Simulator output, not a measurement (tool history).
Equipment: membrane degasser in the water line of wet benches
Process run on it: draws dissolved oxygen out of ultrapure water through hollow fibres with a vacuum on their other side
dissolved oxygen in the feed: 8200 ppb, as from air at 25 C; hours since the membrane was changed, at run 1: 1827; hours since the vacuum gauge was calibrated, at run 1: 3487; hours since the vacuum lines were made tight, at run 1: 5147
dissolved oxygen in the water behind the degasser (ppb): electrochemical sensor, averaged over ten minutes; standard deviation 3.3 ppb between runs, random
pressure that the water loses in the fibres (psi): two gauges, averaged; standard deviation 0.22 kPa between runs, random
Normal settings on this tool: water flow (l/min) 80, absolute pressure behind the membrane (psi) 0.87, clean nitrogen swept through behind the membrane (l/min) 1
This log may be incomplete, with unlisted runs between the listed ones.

run   hour  water flow (l/min)  absolute pressure behind the membrane (psi)  clean nitrogen swept through behind the membrane (l/min)  hours since the membrane was changed  hours since the vacuum gauge was calibrated  hours since the vacuum lines were made tight  dissolved oxygen in the water behind the degasser (ppb)  pressure that the water loses in the fibres (psi)
  1      0                  80                                         0.87                                                         1                                  1827                                         3487                                          5147                                                    368.3                                              7.931
  2   29.2                  80                                         0.87                                                         1                                  1856                                         3516                                          5176                                                    368.9                                              7.918
  3   73.1                  80                                         0.87                                                      0.89                                  1900                                         3560                                          5220                                                    395.5                                              7.919
  4  118.4                  80                                         0.87                                                      0.89                                  1945                                         3605                                          5265                                                    396.3                                              7.993
  5  169.1                  80                                         0.87                                                      0.89                                  1996                                         3656                                          5316                                                    389.8                                              7.923
  6  197.6                  80                                         0.87                                                      0.89                                  2024                                         3684                                          5344                                                    403.6                                              7.928
  7  244.6                  80                                         1.68                                                      0.89                                  2071                                         3731                                          5391                                                   1098.3                                              7.965
  8  272.4                  80                                         1.68                                                      0.89                                  2099                                         3759                                          5419                                                   1109.8                                              7.841
  9  317.8                  80                                         1.68                                                      0.89                                  2145                                         3804                                          5464                                                   1101.4                                              7.922
 10  356.3                  80                                         1.68                                                      0.89                                  2183                                         3843                                          5503                                                   1089.7                                              7.912
 11  380.2                  80                                         1.68                                                      0.89                                  2207                                         3867                                          5527                                                   1104.2                                              7.905
 12  406.4                  80                                        0.818                                                      0.89                                  2233                                         3893                                          5553                                                    347.1                                              7.867
 13  434.4                  80                                        0.818                                                      0.89                                  2261                                         3921                                          5581                                                      347                                              7.921
 14  474.1                  80                                        0.818                                                      0.89                                  2301                                         3961                                          5621                                                    344.5                                              7.916
 15  501.2                  80                                         0.87                                                      1.88                                  2328                                         3988                                          5648                                                    237.1                                              7.876
 16  525.1                  80                                         0.87                                                      1.88                                  2352                                         4012                                          5672                                                    240.1                                              7.852
 17    550                  80                                         0.87                                                      1.88                                  2377                                         4037                                          5697                                                    242.5                                              7.892
 18  575.5                 105                                         0.87                                                      2.19                                  2402                                         4062                                          5722                                                    267.3                                             10.274
 19  612.7                 108                                         0.87                                                         1                                  2439                                         4099                                          5759                                                    455.2                                             10.586
 20  650.4                  80                                        0.585                                                         1                                  2477                                         4137                                          5797                                                    117.1                                              7.854
 21  698.1                  80                                        0.585                                                         1                                  2525                                         4185                                          5845                                                    116.5                                              7.849
 22  733.8                  80                                          1.8                                                       1.2                                  2561                                         4220                                          5880                                                   1007.8                                              7.878
 23  776.2                  80                                          1.8                                                       1.2                                  2603                                         4263                                          5923                                                    996.8                                              7.836
 24  811.2                  60                                        1.653                                                      1.77                                  2638                                         4298                                          5958                                                    547.6                                              5.875

Results for each run, recomputed without the tool's hidden state and with each run's random variation untouched:
Hidden state present: membrane still open, %; true pressure behind the membrane over the reading, kPa; air that leaks in behind the membrane, l/min; drift of the gauge itself on oxygen_ppb, %; drift of the gauge itself on loss_of_pressure_kpa, %.
run  pressure that the water loses in the fibres (psi)
  1                                              7.929
  2                                              7.921
  3                                              7.929
  4                                              8.009
  5                                              7.945
  6                                              7.954
  7                                              7.997
  8                                              7.876
  9                                              7.964
 10                                              7.958
 11                                              7.955
 12                                              7.921
 13                                              7.979
 14                                               7.98
 15                                              7.942
 16                                              7.922
 17                                              7.965
 18                                             10.375
 19                                             10.697
 20                                              7.941
 21                                              7.942
 22                                              7.977
 23                                              7.941
 24                                              5.957
dissolved oxygen in the water behind the degasser (ppb): differs from the measured result by no more than 0.2 in any run.
